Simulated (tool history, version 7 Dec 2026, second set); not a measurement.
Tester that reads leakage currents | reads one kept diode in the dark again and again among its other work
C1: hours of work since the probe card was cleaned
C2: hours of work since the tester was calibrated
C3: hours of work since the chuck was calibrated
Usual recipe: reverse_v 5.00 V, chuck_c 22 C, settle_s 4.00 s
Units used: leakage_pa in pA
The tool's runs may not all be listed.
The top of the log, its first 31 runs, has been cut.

At hour 1695.7: tester calibrated, once more.
Run 32, hour 1733.0: usual settings but reverse_v 5.30 V, chuck_c 21 C, settle_s 1.39 s; C1 735; C2 28; C3 1148. Result: leakage_pa 27.69 pA.
Run 33, hour 1796.8: usual settings but reverse_v 12.19 V, settle_s 0.73 s; C1 782; C2 75; C3 1196. Result: leakage_pa 49.37 pA.
Run 34, hour 1869.7: usual settings but reverse_v 3.74 V, chuck_c 60 C, settle_s 3.54 s; C1 836; C2 129; C3 1250. Result: leakage_pa 671.65 pA.
Run 35, hour 1911.6: usual settings but reverse_v 9.70 V, settle_s 3.62 s; C1 867; C2 161; C3 1281. Result: leakage_pa 40.18 pA.
Run 36, hour 1956.2: usual settings but reverse_v 14.92 V, chuck_c 21 C, settle_s 7.33 s; C1 901; C2 194; C3 1314. Result: leakage_pa 45.38 pA.
Run 37, hour 2017.4: usual settings but chuck_c 21 C, settle_s 9.95 s; C1 946; C2 239; C3 1360. Result: leakage_pa 25.61 pA.
Run 38, hour 2080.2: usual settings but chuck_c 37 C, settle_s 2.41 s; C1 993; C2 286; C3 1407. Result: leakage_pa 111.99 pA.
Run 39, hour 2122.8: usual settings but chuck_c 53 C, settle_s 0.85 s; C1 1024; C2 318; C3 1438. Result: leakage_pa 436.44 pA.

What if the next run were any one of these 5? Each begins from the tool's condition after run 39:
Run A, hour 2184.7: usual settings but chuck_c 38 C, settle_s 0.85 s; C1 1070; C2 364; C3 1484. Result: leakage_pa ?.
Run B, hour 2184.7: usual settings but chuck_c 54 C, settle_s 5.26 s; C1 1070; C2 364; C3 1484. Result: leakage_pa ?.
Run C, hour 2184.7: usual settings but reverse_v 3.31 V, chuck_c 53 C, settle_s 4.71 s; C1 1070; C2 364; C3 1484. Result: leakage_pa ?.
Run D, hour 2184.7: usual settings but reverse_v 12.55 V; C1 1070; C2 364; C3 1484. Result: leakage_pa ?.
Run E, hour 2184.7: usual settings but reverse_v 3.13 V, chuck_c 56 C, settle_s 8.69 s; C1 1070; C2 364; C3 1484. Result: leakage_pa ?.

run  leakage_pa
  A      121.84
  B      466.65
  C      355.27
  D       45.69
  E      440.90
What these runs would have given with no unlogged condition in the tool:
run  leakage_pa
  A      139.94
  B      535.69
  C      408.41
  D       48.24
  E      506.03
